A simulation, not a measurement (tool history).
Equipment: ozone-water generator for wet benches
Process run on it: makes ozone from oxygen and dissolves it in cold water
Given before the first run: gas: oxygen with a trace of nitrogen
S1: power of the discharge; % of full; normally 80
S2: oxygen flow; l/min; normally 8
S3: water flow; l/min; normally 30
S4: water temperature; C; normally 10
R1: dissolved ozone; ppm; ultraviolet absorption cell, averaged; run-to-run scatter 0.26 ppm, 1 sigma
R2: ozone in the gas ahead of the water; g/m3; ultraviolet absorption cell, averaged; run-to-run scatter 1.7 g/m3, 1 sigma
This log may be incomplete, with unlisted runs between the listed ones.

| run | day | S1 | S2 | S3 | S4 | R1 | R2 |
|---|---|---|---|---|---|---|---|
| 1 | 0 | 80 | 8 | 30 | 10 | 38.1 | 316.9 |
| 2 | 2.758 | 80 | 8 | 43 | 10 | 28 | 316.6 |
| 3 | 5.229 | 80 | 8 | 30 | 10 | 38.5 | 313.7 |
| 4 | 7.225 | 80 | 8 | 30 | 5 | 40.6 | 315.3 |
|  | 9.154 | water thermometer calibrated |
| 5 | 9.354 | 80 | 8 | 30 | 5 | 40.6 | 313.8 |
| 6 | 11.908 | 80 | 8 | 30 | 5 | 40.1 | 314 |
| 7 | 14.983 | 80 | 8 | 30 | 5 | 40.2 | 312.8 |
| 8 | 16.775 | 84 | 8 | 30 | 10 | 40.2 | 330.5 |
| 9 | 19.729 | 84 | 8 | 44 | 10 | 28.4 | 329.3 |
| 10 | 22.967 | 84 | 8 | 44 | 10 | 28.5 | 327.8 |
| 11 | 26.283 | 84 | 8 | 44 | 10 | 28.6 | 326.2 |
| 12 | 29.812 | 80 | 12.94 | 40 | 10 | 29.4 | 228.7 |
| 13 | 32.7 | 80 | 12.94 | 40 | 10 | 29.3 | 231.5 |
| 14 | 35.896 | 57 | 12.94 | 28 | 10 | 28 | 168.3 |
| 15 | 38.554 | 57 | 12.94 | 28 | 10 | 27.8 | 169.9 |
| 16 | 40.683 | 86 | 9.07 | 30 | 6 | 42.4 | 310.6 |
| 17 | 43.267 | 68 | 7.81 | 28 | 10 | 34.8 | 274.8 |

For some of the steps in R1 from one run to the next: how much would appear even if the tool had no hidden state, given the settings, what came in and random variation, and how much remains for the hidden state plus any gauge scatter that the measured result and the result without hidden state don't share?
Hidden state at play: yield of the discharge, % of new electrodes'; contactor's efficiency, % of a clean one's; true water temperature over the reading, C; drift of the gauge itself on ozone_ppm, %; drift of the gauge itself on gas_g_m3, %.
Run 15 -> 16: S1 57 -> 86, S2 12.94 -> 9.07, S3 28 -> 30, S4 10 -> 6. R1 +14.6 ppm: hidden state -0.8, all else +15.4.
